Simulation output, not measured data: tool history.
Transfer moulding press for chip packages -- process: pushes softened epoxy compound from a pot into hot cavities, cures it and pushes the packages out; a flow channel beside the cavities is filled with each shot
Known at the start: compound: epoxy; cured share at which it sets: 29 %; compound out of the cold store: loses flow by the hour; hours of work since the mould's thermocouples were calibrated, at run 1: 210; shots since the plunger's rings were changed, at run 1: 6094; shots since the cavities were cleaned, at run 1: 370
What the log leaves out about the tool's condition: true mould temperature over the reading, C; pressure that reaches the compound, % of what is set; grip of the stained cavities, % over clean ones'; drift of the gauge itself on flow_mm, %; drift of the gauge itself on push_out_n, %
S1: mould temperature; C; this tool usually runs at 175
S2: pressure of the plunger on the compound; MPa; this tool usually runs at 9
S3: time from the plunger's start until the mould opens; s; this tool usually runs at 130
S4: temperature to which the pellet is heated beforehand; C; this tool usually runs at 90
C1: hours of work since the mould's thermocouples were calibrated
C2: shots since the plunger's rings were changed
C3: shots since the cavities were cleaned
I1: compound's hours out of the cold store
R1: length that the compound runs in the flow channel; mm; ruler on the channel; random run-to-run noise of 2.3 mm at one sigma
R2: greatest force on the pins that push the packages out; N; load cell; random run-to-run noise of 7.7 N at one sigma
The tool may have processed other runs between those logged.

run	hour	S1	S2	S3	S4	C1	C2	C3	I1	R1	R2
1	0	175	9	130	90	210	6094	370	16.2	530	332
2	11	175	10.79	130	90	214	6156	432	35.7	523	354
# hour 15.6: cavities cleaned with cleaning compound and waxed
3	18.2	175	9	130	97	217	6188	14	14.2	529	344
4	28.3	176	9	130	90	221	6245	71	18.6	516	335
5	37.5	176	9	130	90	224	6297	123	32.5	484	320
6	45.7	176	9	130	90	228	6344	170	43.7	458	323
# hour 51.2: plunger's sealing rings changed
7	55.6	176	8.17	130	90	231	25	212	16.8	500	341
8	64.6	175	9	130	86	234	76	263	31.3	488	349
9	72.2	173	9	130	86	237	119	306	21.7	520	373
10	81.8	175	9	130	90	241	173	360	31.4	486	345
11	88.9	175	9	130	90	244	214	401	29.2	492	337
# hour 99.5: cavities cleaned with cleaning compound and waxed
12	103.4	175	9	130	90	249	287	22	13.1	539	347
13	113.5	175	10.96	163	90	253	344	79	37.5	528	287
14	120.3	175	10.96	163	90	256	383	118	18.9	572	289
15	126.1	175	10.96	163	94	258	416	151	28	545	302
16	133.7	175	10.96	163	94	262	458	193	32.7	533	295
17	141.1	168	9.99	111	89	264	500	235	45.2	496	612
18	148.1	175	9	159	90	267	540	275	10.8	544	300
19	159.4	175	10.89	166	90	272	604	339	8.3	603	284
20	169.4	181	9	127	99	276	661	396	45.4	449	288
# hour 180.5: cavities cleaned with cleaning compound and waxed
21	183.6	176	9.54	128	90	281	732	17	35.2	495	335

Across each entry between runs, compare the hidden state at the last listed run before it with the hidden state at the first listed run after it:
Logged between run 2 and run 3: cavities cleaned with cleaning compound and waxed (hour 15.6)
  grip of the stained cavities, % over clean ones': 1.7 -> 0.2
Logged between run 6 and run 7: plunger's sealing rings changed (hour 51.2)
  pressure that reaches the compound, % of what is set: 99.27 -> 100; grip of the stained cavities, % over clean ones': 1 -> 1.1
Logged between run 11 and run 12: cavities cleaned with cleaning compound and waxed (hour 99.5)
  pressure that reaches the compound, % of what is set: 99.98 -> 99.97; grip of the stained cavities, % over clean ones': 1.8 -> 0.2
Logged between run 20 and run 21: cavities cleaned with cleaning compound and waxed (hour 180.5)
  pressure that reaches the compound, % of what is set: 99.93 -> 99.92; grip of the stained cavities, % over clean ones': 1.7 -> 0.1

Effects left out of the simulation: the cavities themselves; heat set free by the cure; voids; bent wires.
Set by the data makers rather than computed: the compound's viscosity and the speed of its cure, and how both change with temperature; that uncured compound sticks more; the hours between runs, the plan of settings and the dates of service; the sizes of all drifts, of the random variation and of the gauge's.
